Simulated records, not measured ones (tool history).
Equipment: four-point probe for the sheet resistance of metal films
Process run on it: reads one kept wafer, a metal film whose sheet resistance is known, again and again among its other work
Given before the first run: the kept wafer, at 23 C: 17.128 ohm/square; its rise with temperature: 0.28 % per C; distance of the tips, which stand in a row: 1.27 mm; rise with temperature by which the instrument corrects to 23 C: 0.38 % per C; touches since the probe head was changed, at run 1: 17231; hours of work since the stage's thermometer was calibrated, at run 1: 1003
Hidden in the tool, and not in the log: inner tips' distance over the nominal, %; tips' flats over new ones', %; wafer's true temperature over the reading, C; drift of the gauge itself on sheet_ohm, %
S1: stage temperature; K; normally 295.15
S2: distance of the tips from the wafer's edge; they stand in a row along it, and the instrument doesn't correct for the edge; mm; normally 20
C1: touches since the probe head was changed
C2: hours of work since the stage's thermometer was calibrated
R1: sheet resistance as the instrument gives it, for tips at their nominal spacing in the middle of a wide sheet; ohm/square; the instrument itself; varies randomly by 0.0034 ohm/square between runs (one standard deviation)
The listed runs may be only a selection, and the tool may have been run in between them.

{"run": 1, "hour": 0.0, "S1": 295.15, "S2": 20, "C1": 17231, "C2": 1003, "R1": 17.20237}
{"run": 2, "hour": 13.4, "S1": 295.15, "S2": 13, "C1": 17753, "C2": 1011, "R1": 17.253475}
{"run": 3, "hour": 27.6, "S1": 295.15, "S2": 13, "C1": 18306, "C2": 1020, "R1": 17.247605}
{"run": 4, "hour": 36.4, "S1": 293.15, "S2": 13, "C1": 18650, "C2": 1025, "R1": 17.28319}
{"run": 5, "hour": 43.4, "S1": 295.15, "S2": 42, "C1": 18924, "C2": 1029, "R1": 17.169709}
{"run": 6, "hour": 59.9, "S1": 293.15, "S2": 20, "C1": 19568, "C2": 1039, "R1": 17.224992}
{"run": 7, "hour": 68.3, "S1": 293.15, "S2": 20, "C1": 19894, "C2": 1044, "R1": 17.231459}
{"run": 8, "hour": 79.9, "S1": 293.15, "S2": 32, "C1": 20347, "C2": 1051, "R1": 17.198041}
{"run": 9, "hour": 88.8, "S1": 293.15, "S2": 32, "C1": 20693, "C2": 1056, "R1": 17.202897}
{"run": 10, "hour": 100.3, "S1": 295.15, "S2": 20, "C1": 21141, "C2": 1063, "R1": 17.198046}
{"run": 11, "hour": 110.8, "S1": 295.15, "S2": 20, "C1": 21550, "C2": 1069, "R1": 17.192555}
{"run": 12, "hour": 117.7, "S1": 295.15, "S2": 20, "C1": 21822, "C2": 1073, "R1": 17.191618}
{"run": 13, "hour": 128.3, "S1": 295.15, "S2": 20, "C1": 22233, "C2": 1080, "R1": 17.197138}
{"run": 14, "hour": 141.5, "S1": 295.15, "S2": 20, "C1": 22749, "C2": 1088, "R1": 17.193647}
{"run": 15, "hour": 156.0, "S1": 295.15, "S2": 20, "C1": 23316, "C2": 1096, "R1": 17.191317}
{"run": 16, "hour": 168.0, "S1": 295.15, "S2": 20, "C1": 23784, "C2": 1103, "R1": 17.192229}
{"run": 17, "hour": 175.6, "S1": 295.15, "S2": 20, "C1": 24077, "C2": 1108, "R1": 17.188467}
{"run": 18, "hour": 190.7, "S1": 295.15, "S2": 20, "C1": 24666, "C2": 1117, "R1": 17.191801}
{"run": 19, "hour": 201.3, "S1": 295.15, "S2": 19, "C1": 25079, "C2": 1123, "R1": 17.196031}
{"run": 20, "hour": 213.1, "S1": 295.15, "S2": 19, "C1": 25539, "C2": 1130, "R1": 17.193602}
{"run": 21, "hour": 226.6, "S1": 295.15, "S2": 19, "C1": 26067, "C2": 1138, "R1": 17.187961}
{"run": 22, "hour": 233.6, "S1": 297.15, "S2": 18, "C1": 26338, "C2": 1142, "R1": 17.164266}
{"run": 23, "hour": 246.3, "S1": 297.15, "S2": 18, "C1": 26835, "C2": 1150, "R1": 17.166474}
{"run": 24, "hour": 253.7, "S1": 296.15, "S2": 22, "C1": 27123, "C2": 1154, "R1": 17.163053}
{"run": 25, "hour": 263.6, "S1": 304.15, "S2": 45, "C1": 27510, "C2": 1160, "R1": 17.009865}
{"run": 26, "hour": 279.5, "S1": 292.15, "S2": 33, "C1": 28131, "C2": 1170, "R1": 17.204893}
{"run": 27, "hour": 291.9, "S1": 306.15, "S2": 5, "C1": 28613, "C2": 1177, "R1": 17.542625}
{"run": 28, "hour": 302.4, "S1": 306.15, "S2": 5, "C1": 29024, "C2": 1183, "R1": 17.550297}
{"run": 29, "hour": 314.9, "S1": 296.15, "S2": 45, "C1": 29511, "C2": 1191, "R1": 17.141671}
{"run": 30, "hour": 326.4, "S1": 302.15, "S2": 17, "C1": 29958, "C2": 1198, "R1": 17.090868}
{"run": 31, "hour": 342.2, "S1": 302.15, "S2": 17, "C1": 30574, "C2": 1207, "R1": 17.081652}
{"run": 32, "hour": 355.3, "S1": 302.15, "S2": 17, "C1": 31083, "C2": 1215, "R1": 17.086529}
{"run": 33, "hour": 364.3, "S1": 300.15, "S2": 39, "C1": 31437, "C2": 1220, "R1": 17.076898}
{"run": 34, "hour": 377.9, "S1": 300.15, "S2": 3, "C1": 31968, "C2": 1228, "R1": 18.552988}
{"run": 35, "hour": 392.4, "S1": 299.15, "S2": 9, "C1": 32530, "C2": 1237, "R1": 17.261858}
{"run": 36, "hour": 408.0, "S1": 299.15, "S2": 9, "C1": 33141, "C2": 1246, "R1": 17.25829}
{"run": 37, "hour": 423.1, "S1": 305.15, "S2": 68, "C1": 33727, "C2": 1255, "R1": 16.992535}
{"run": 38, "hour": 435.9, "S1": 300.15, "S2": 13, "C1": 34226, "C2": 1263, "R1": 17.148235}
{"run": 39, "hour": 451.5, "S1": 293.15, "S2": 12, "C1": 34835, "C2": 1272, "R1": 17.27422}
{"run": 40, "hour": 464.8, "S1": 293.15, "S2": 12, "C1": 35353, "C2": 1280, "R1": 17.273202}
{"run": 41, "hour": 473.8, "S1": 302.15, "S2": 59, "C1": 35707, "C2": 1285, "R1": 17.029857}
{"run": 42, "hour": 480.9, "S1": 295.15, "S2": 5, "C1": 35981, "C2": 1289, "R1": 17.722222}

3 options for the next run, each taken on its own from the tool as it stands now. Forecast them:
{"run": "A", "hour": 495.3, "S1": 295.15, "S2": 15, "C1": 36543, "C2": 1298, "R1": "?"}
{"run": "B", "hour": 495.3, "S1": 295.15, "S2": 15, "C1": 36543, "C2": 1298, "R1": "?"}
{"run": "C", "hour": 495.3, "S1": 300.15, "S2": 20, "C1": 36543, "C2": 1298, "R1": "?"}

run=A R1=17.209516
run=B R1=17.203121
run=C R1=17.093438
Had the tool no hidden state, the same runs would have come out as:
run=A R1=17.215176
run=B R1=17.208778
run=C R1=17.099341
